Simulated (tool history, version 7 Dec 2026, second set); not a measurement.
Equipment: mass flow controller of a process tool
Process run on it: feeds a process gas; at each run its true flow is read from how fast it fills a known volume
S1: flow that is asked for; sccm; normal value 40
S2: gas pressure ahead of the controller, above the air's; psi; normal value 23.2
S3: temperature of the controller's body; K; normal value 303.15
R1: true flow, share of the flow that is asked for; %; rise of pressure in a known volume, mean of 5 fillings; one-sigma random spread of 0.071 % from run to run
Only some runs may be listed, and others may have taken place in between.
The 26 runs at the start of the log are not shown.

Run 27, day 253.062: usual settings but S1 8 sccm, S2 30.7 psi, S3 299.15 K. Result: R1 101.99 %.
Run 28, day 259.683: usual settings but S1 7 sccm, S2 23.5 psi, S3 304.15 K. Result: R1 102.19 %.
Run 29, day 272.383: usual settings but S1 9 sccm, S2 35.0 psi, S3 300.15 K. Result: R1 102.36 %.
Run 30, day 278.554: usual settings but S1 7 sccm, S2 21.5 psi, S3 300.15 K. Result: R1 102.29 %.
Run 31, day 287.742: usual settings but S1 49 sccm, S3 294.15 K. Result: R1 100.84 %.
Run 32, day 298.588: usual settings but S2 33.8 psi, S3 311.15 K. Result: R1 101.78 %.
Run 33, day 309.146: usual settings but S1 18 sccm, S2 22.2 psi, S3 302.15 K. Result: R1 101.33 %.
Run 34, day 316.083: usual settings but S1 18 sccm, S2 22.2 psi, S3 302.15 K. Result: R1 101.37 %.
Run 35, day 328.458: usual settings but S1 21 sccm, S2 22.2 psi, S3 306.15 K. Result: R1 101.39 %.
Run 36, day 338.304: usual settings but S1 21 sccm, S2 22.2 psi, S3 306.15 K. Result: R1 101.53 %.
Run 37, day 348.658: usual settings but S1 12 sccm, S2 38.4 psi, S3 310.15 K. Result: R1 102.82 %.
Run 38, day 355.704: usual settings but S1 29 sccm, S2 29.9 psi, S3 305.15 K. Result: R1 101.66 %.
Run 39, day 362.221: usual settings but S3 298.15 K. Result: R1 101.31 %.
Run 40, day 369.925: usual settings but S1 9 sccm, S2 22.6 psi, S3 306.15 K. Result: R1 102.69 %.

What does the tool deliver on the next run?
Run 41, day 378.021: usual settings but S1 12 sccm, S2 28.3 psi, S3 306.15 K. Result: R1 ?.

Run 41 measured R1 102.60 %.
With the hidden condition absent and the run-to-run variation left alone, this run would have shown R1 100.00 %.

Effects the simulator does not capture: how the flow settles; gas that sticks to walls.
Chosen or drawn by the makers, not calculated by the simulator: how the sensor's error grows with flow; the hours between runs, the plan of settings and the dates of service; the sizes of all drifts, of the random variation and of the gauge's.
